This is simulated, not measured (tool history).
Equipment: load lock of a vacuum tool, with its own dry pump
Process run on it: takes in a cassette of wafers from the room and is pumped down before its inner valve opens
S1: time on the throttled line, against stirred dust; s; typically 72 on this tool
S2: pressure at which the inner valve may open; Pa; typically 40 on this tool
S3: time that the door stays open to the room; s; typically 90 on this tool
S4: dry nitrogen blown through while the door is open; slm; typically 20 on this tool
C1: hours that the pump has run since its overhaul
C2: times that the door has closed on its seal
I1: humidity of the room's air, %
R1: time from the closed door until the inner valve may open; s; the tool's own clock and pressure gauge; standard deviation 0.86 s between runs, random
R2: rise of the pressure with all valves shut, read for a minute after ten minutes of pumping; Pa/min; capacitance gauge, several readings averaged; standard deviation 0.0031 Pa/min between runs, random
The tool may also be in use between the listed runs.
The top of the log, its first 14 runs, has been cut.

{"run": 15, "hour": 4749.6, "S1": 72, "S2": 66, "S3": 90, "S4": 15, "C1": 13457, "C2": 16515, "I1": 49.4, "R1": 140.6, "R2": 0.112}
{"run": 16, "hour": 5123.3, "S1": 48, "S2": 33, "S3": 96, "S4": 16, "C1": 13831, "C2": 17144, "I1": 43.3, "R1": 129.8, "R2": 0.107}
{"run": 17, "hour": 5419.0, "S1": 133, "S2": 45, "S3": 96, "S4": 4, "C1": 14126, "C2": 17641, "I1": 45.8, "R1": 191.1, "R2": 0.142}
{"run": 18, "hour": 5831.1, "S1": 133, "S2": 45, "S3": 96, "S4": 4, "C1": 14538, "C2": 18334, "I1": 43.8, "R1": 190.9, "R2": 0.136}
{"run": 19, "hour": 6154.1, "S1": 72, "S2": 40, "S3": 42, "S4": 31, "C1": 14861, "C2": 18877, "I1": 43.4, "R1": 146.3, "R2": 0.088}
{"run": 20, "hour": 6576.3, "S1": 72, "S2": 40, "S3": 42, "S4": 31, "C1": 15283, "C2": 19587, "I1": 45.2, "R1": 148.6, "R2": 0.091}
{"run": 21, "hour": 6889.0, "S1": 53, "S2": 31, "S3": 98, "S4": 13, "C1": 15596, "C2": 20113, "I1": 48.6, "R1": 135.9, "R2": 0.142}
{"run": 22, "hour": 7125.3, "S1": 53, "S2": 31, "S3": 98, "S4": 13, "C1": 15833, "C2": 20511, "I1": 46.0, "R1": 139.4, "R2": 0.127}
{"run": 23, "hour": 7401.3, "S1": 53, "S2": 31, "S3": 98, "S4": 13, "C1": 16108, "C2": 20975, "I1": 42.8, "R1": 137.9, "R2": 0.129}
{"run": 24, "hour": 7780.7, "S1": 115, "S2": 57, "S3": 117, "S4": 20, "C1": 16488, "C2": 21613, "I1": 42.7, "R1": 177.1, "R2": 0.134}
{"run": 25, "hour": 8069.3, "S1": 103, "S2": 40, "S3": 34, "S4": 20, "C1": 16777, "C2": 22099, "I1": 47.6, "R1": 170.4, "R2": 0.104}
{"run": 26, "hour": 8467.2, "S1": 128, "S2": 43, "S3": 49, "S4": 6, "C1": 17174, "C2": 22768, "I1": 44.0, "R1": 189.8, "R2": 0.126}
{"run": 27, "hour": 8795.2, "S1": 113, "S2": 33, "S3": 53, "S4": 6, "C1": 17502, "C2": 23320, "I1": 46.1, "R1": 182.3, "R2": 0.132}
{"run": 28, "hour": 9174.8, "S1": 72, "S2": 61, "S3": 37, "S4": 9, "C1": 17882, "C2": 23958, "I1": 42.4, "R1": 143.6, "R2": 0.121}
{"run": 29, "hour": 9374.5, "S1": 72, "S2": 72, "S3": 90, "S4": 20, "C1": 18082, "C2": 24294, "I1": 44.2, "R1": 142.9, "R2": 0.143}
{"run": 30, "hour": 9687.6, "S1": 64, "S2": 65, "S3": 135, "S4": 15, "C1": 18395, "C2": 24821, "I1": 43.5, "R1": 139.0, "R2": 0.163}

What if the next run were any one of these 4? Each begins from the tool's condition after run 30:
{"run": "A", "hour": 10049.5, "S1": 72, "S2": 73, "S3": 62, "S4": 45, "C1": 18757, "C2": 25429, "I1": 42.6, "R1": "?", "R2": "?"}
{"run": "B", "hour": 10049.5, "S1": 120, "S2": 40, "S3": 90, "S4": 20, "C1": 18757, "C2": 25429, "I1": 46.8, "R1": "?", "R2": "?"}
{"run": "C", "hour": 10049.5, "S1": 55, "S2": 44, "S3": 135, "S4": 15, "C1": 18757, "C2": 25429, "I1": 44.0, "R1": "?", "R2": "?"}
{"run": "D", "hour": 10049.5, "S1": 72, "S2": 32, "S3": 58, "S4": 20, "C1": 18757, "C2": 25429, "I1": 46.9, "R1": "?", "R2": "?"}

run=A R1=144.5 R2=0.120
run=B R1=187.4 R2=0.147
run=C R1=137.8 R2=0.171
run=D R1=153.7 R2=0.137
Had the tool no hidden state, the same runs would have come out as:
run=A R1=129.3 R2=0.032
run=B R1=173.3 R2=0.059
run=C R1=120.1 R2=0.083
run=D R1=136.3 R2=0.050

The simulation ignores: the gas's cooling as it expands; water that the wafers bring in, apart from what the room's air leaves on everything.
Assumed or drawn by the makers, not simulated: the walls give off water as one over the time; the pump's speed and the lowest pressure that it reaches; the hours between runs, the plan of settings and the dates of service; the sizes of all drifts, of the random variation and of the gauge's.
